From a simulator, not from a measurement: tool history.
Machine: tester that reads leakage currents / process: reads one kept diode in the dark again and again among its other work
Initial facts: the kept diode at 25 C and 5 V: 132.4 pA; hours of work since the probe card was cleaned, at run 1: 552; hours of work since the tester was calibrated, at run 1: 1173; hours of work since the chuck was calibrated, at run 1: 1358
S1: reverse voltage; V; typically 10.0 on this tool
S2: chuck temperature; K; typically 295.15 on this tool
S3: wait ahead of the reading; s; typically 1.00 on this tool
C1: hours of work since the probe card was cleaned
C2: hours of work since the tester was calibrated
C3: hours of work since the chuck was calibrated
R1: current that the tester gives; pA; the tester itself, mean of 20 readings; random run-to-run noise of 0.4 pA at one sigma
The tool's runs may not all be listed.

run,hour,S1,S2,S3,C1,C2,C3,R1
1,0.0,10.0,295.15,1.00,552,1173,1358,125.01
2,46.7,10.0,295.15,1.00,584,1205,1390,124.31
3,87.4,10.0,295.15,1.00,612,1233,1418,124.28
4,129.7,10.0,295.15,1.00,641,1262,1447,124.48
5,155.9,10.0,295.15,1.00,659,1280,1465,124.69
6,202.8,10.0,312.15,1.00,692,1312,1497,535.09
# hour 227.1: chuck's temperature calibrated
7,251.3,10.0,312.15,1.00,724,1345,17,570.05
8,286.3,10.0,312.15,1.00,748,1369,41,574.18
9,323.8,10.0,299.15,1.00,774,1394,67,189.68
10,346.4,10.0,299.15,1.00,789,1410,82,190.28
11,375.9,10.0,311.15,1.00,810,1430,103,524.85
12,414.8,10.0,311.15,1.00,837,1457,129,524.54
13,461.8,10.0,311.15,7.26,869,1490,162,522.27
14,485.5,10.0,311.15,7.26,885,1506,178,520.60
15,513.4,10.0,311.15,7.26,904,1525,197,519.32
16,537.2,10.0,311.15,7.26,921,1542,214,521.49
17,582.7,1.2,295.15,1.00,952,1573,245,62.14
18,630.0,10.0,295.15,1.31,985,1606,278,132.40
19,653.7,1.8,310.15,0.39,1001,1622,294,265.68
20,689.4,10.0,319.15,1.00,1026,1647,319,988.92
# hour 695.1: probe card cleaned and baked
21,734.4,10.0,319.15,1.00,27,1675,348,989.51
22,756.1,10.0,319.15,1.91,42,1690,363,993.65
23,781.3,10.0,319.15,1.91,59,1708,380,1001.58
24,816.5,4.5,322.15,1.68,84,1732,404,950.41
# hour 823.7: probe card cleaned and baked, once more
25,853.9,4.5,322.15,1.68,21,1756,428,942.90
26,886.6,7.5,316.15,1.18,43,1778,450,699.51
27,924.6,1.1,298.15,9.85,70,1805,477,77.30
28,958.7,1.1,298.15,9.85,93,1828,500,77.43
29,993.5,10.0,295.15,2.80,117,1852,524,126.23
30,1039.6,7.6,309.15,1.81,149,1884,556,391.66
31,1059.9,10.6,303.15,2.55,163,1898,570,261.65
32,1082.3,10.6,303.15,2.55,178,1913,585,262.03
33,1128.0,10.0,295.15,4.88,210,1945,617,124.61
34,1166.0,2.2,308.15,0.59,236,1971,643,234.10
35,1196.3,6.1,324.15,2.27,257,1992,664,1217.91
36,1227.5,2.4,298.15,0.49,278,2013,685,101.96

Below are 4 alternative next runs, each starting from the tool's condition after run 36. Predict each:
A,1262.6,4.7,311.15,0.81,303,2037,710,?
B,1262.6,12.2,306.15,0.44,303,2037,710,?
C,1262.6,2.4,298.15,0.51,303,2037,710,?
D,1262.6,2.4,313.15,0.44,303,2037,710,?

run,R1
A,390.66
B,364.52
C,101.34
D,367.22
Stripped of hidden state, with their random variation kept, the same runs would have yielded:
run,R1
A,403.89
B,375.74
C,104.79
D,379.85
